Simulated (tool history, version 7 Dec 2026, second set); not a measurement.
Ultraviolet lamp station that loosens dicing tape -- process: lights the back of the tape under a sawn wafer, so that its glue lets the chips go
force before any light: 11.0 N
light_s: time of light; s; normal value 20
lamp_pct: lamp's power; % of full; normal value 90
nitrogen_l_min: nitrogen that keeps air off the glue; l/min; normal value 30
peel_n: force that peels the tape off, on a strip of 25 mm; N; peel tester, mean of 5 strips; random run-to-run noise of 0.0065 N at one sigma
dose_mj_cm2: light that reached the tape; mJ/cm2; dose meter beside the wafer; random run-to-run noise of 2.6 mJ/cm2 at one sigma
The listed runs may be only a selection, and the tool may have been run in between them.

{"run": 1, "hour": 0.0, "light_s": 20, "lamp_pct": 90, "nitrogen_l_min": 30, "peel_n": 0.612, "dose_mj_cm2": 222}
{"run": 2, "hour": 56.6, "light_s": 20, "lamp_pct": 90, "nitrogen_l_min": 30, "peel_n": 0.599, "dose_mj_cm2": 221}
{"run": 3, "hour": 94.4, "light_s": 20, "lamp_pct": 90, "nitrogen_l_min": 30, "peel_n": 0.64, "dose_mj_cm2": 214}
{"run": 4, "hour": 143.3, "light_s": 20, "lamp_pct": 90, "nitrogen_l_min": 30, "peel_n": 0.652, "dose_mj_cm2": 214}
{"hour": 188.1, "done": "window cleaned of glue's vapour"}
{"run": 5, "hour": 193.4, "light_s": 20, "lamp_pct": 90, "nitrogen_l_min": 30, "peel_n": 0.76, "dose_mj_cm2": 200}
{"run": 6, "hour": 233.1, "light_s": 20, "lamp_pct": 90, "nitrogen_l_min": 30, "peel_n": 0.758, "dose_mj_cm2": 199}
{"run": 7, "hour": 278.9, "light_s": 20, "lamp_pct": 90, "nitrogen_l_min": 30, "peel_n": 0.812, "dose_mj_cm2": 196}
{"hour": 284.7, "done": "window cleaned of glue's vapour, once more"}
{"run": 8, "hour": 302.8, "light_s": 20, "lamp_pct": 90, "nitrogen_l_min": 30, "peel_n": 0.512, "dose_mj_cm2": 236}
{"run": 9, "hour": 339.6, "light_s": 20, "lamp_pct": 90, "nitrogen_l_min": 30, "peel_n": 0.507, "dose_mj_cm2": 235}
{"run": 10, "hour": 375.5, "light_s": 20, "lamp_pct": 90, "nitrogen_l_min": 30, "peel_n": 0.529, "dose_mj_cm2": 233}
{"run": 11, "hour": 422.2, "light_s": 10, "lamp_pct": 61, "nitrogen_l_min": 10, "peel_n": 5.175, "dose_mj_cm2": 77}
{"run": 12, "hour": 453.5, "light_s": 15, "lamp_pct": 70, "nitrogen_l_min": 9, "peel_n": 3.261, "dose_mj_cm2": 136}
{"run": 13, "hour": 493.3, "light_s": 15, "lamp_pct": 70, "nitrogen_l_min": 9, "peel_n": 3.418, "dose_mj_cm2": 132}
{"run": 14, "hour": 537.6, "light_s": 27, "lamp_pct": 62, "nitrogen_l_min": 40, "peel_n": 0.595, "dose_mj_cm2": 204}
{"run": 15, "hour": 593.3, "light_s": 20, "lamp_pct": 65, "nitrogen_l_min": 59, "peel_n": 0.916, "dose_mj_cm2": 152}
{"run": 16, "hour": 649.4, "light_s": 20, "lamp_pct": 99, "nitrogen_l_min": 34, "peel_n": 0.476, "dose_mj_cm2": 235}
{"run": 17, "hour": 694.5, "light_s": 20, "lamp_pct": 90, "nitrogen_l_min": 35, "peel_n": 0.603, "dose_mj_cm2": 210}

A few steps of peel_n between consecutive runs. Split each: what settings, incoming material and random variation would produce without the hidden state, and what is left over for the hidden state, along with gauge scatter present in only one of the two compared results (measured, and without hidden state):
Hidden state present: lamp's light, % of a new lamp's; light that the window lets through, % of a clean one's; drift of the gauge itself on peel_n, %; drift of the gauge itself on dose_mj_cm2, %.
Run 10 -> 11: light_s 20 -> 10, lamp_pct 90 -> 61, nitrogen_l_min 30 -> 10. peel_n +4.646 N: hidden state +1.151, all else +3.495.
